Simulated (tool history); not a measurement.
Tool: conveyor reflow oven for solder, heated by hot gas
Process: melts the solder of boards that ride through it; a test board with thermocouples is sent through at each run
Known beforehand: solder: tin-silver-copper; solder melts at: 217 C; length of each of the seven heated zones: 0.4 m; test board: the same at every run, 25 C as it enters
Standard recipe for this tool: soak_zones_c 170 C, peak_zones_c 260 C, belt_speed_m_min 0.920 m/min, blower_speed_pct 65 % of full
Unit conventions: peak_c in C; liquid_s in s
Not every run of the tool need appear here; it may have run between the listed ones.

| run | hour | soak_zones_c | peak_zones_c | belt_speed_m_min | blower_speed_pct | peak_c | liquid_s |
|---|---|---|---|---|---|---|---|
| 1 | 0.0 | 170 | 260 | 0.920 | 65 | 239.4 | 28.81 |
|  | 18.1 | flux residue cleaned out of gas plates and filters |
| 2 | 81.0 | 170 | 260 | 0.920 | 86 | 246.6 | 35.44 |
| 3 | 140.7 | 170 | 260 | 1.024 | 65 | 238.2 | 25.04 |
| 4 | 178.8 | 170 | 260 | 1.024 | 65 | 237.9 | 24.85 |
| 5 | 256.4 | 170 | 260 | 1.024 | 65 | 237.8 | 24.72 |
| 6 | 308.8 | 170 | 260 | 0.920 | 65 | 241.6 | 31.03 |
| 7 | 359.5 | 170 | 260 | 0.920 | 65 | 241.3 | 30.84 |
| 8 | 396.7 | 170 | 260 | 0.920 | 65 | 241.2 | 31.04 |
| 9 | 462.3 | 170 | 260 | 1.023 | 65 | 236.8 | 23.94 |
| 10 | 518.1 | 165 | 260 | 0.801 | 65 | 244.8 | 37.97 |
| 11 | 577.9 | 170 | 249 | 1.015 | 65 | 228.0 | 16.09 |
| 12 | 610.1 | 170 | 249 | 1.015 | 65 | 227.9 | 15.87 |
| 13 | 661.6 | 170 | 265 | 0.963 | 63 | 242.2 | 29.26 |
|  | 679.7 | thermocouples of zones 6 and 7 changed |
|  | 738.4 | flux residue cleaned out of gas plates and filters |
| 14 | 740.7 | 170 | 265 | 0.963 | 63 | 243.7 | 30.87 |

Forecast each of these 5 alternatives for the next run:
| A | 790.4 | 173 | 265 | 0.759 | 67 | ? | ? |
| B | 790.4 | 170 | 275 | 0.920 | 55 | ? | ? |
| C | 790.4 | 165 | 260 | 1.089 | 65 | ? | ? |
| D | 790.4 | 174 | 254 | 0.842 | 65 | ? | ? |
| E | 790.4 | 167 | 252 | 0.963 | 63 | ? | ? |

| run | peak_c | liquid_s |
|---|---|---|
| A | 252.6 | 48.68 |
| B | 251.2 | 37.12 |
| C | 233.9 | 19.26 |
| D | 239.8 | 35.25 |
| E | 232.2 | 21.55 |
With no hidden state in the tool, these same runs would have given:
| run | peak_c | liquid_s |
|---|---|---|
| A | 252.5 | 47.97 |
| B | 251.0 | 36.53 |
| C | 233.8 | 18.97 |
| D | 239.7 | 34.71 |
| E | 232.1 | 21.19 |
